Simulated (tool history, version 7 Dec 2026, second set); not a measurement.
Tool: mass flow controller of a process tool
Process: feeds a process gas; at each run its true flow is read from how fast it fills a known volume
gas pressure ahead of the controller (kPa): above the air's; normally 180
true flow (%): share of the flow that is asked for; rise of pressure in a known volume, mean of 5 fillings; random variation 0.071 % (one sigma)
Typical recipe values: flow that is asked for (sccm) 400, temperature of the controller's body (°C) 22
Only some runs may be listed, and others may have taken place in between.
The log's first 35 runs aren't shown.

run,day,flow that is asked for (sccm),gas pressure ahead of the controller (kPa),temperature of the controller's body (°C),true flow (%)
36,167.154,400,275,22,94.51
37,172.679,400,275,22,94.23
38,175.538,588,190,22,94.42
39,178.438,400,144,20,94.26
40,184.962,400,144,20,93.99
41,191.404,400,180,32,94.98
42,195.479,937,201,26,94.12
43,200.921,368,203,33,94.46
44,204.071,368,203,33,94.34
45,209.583,598,218,22,92.99

Run 46 has not been measured yet. What should we expect?
46,215.042,598,154,29,?

true flow (%): 93.75
Without the tool's hidden state the same run would have given true flow (%) 100.53.
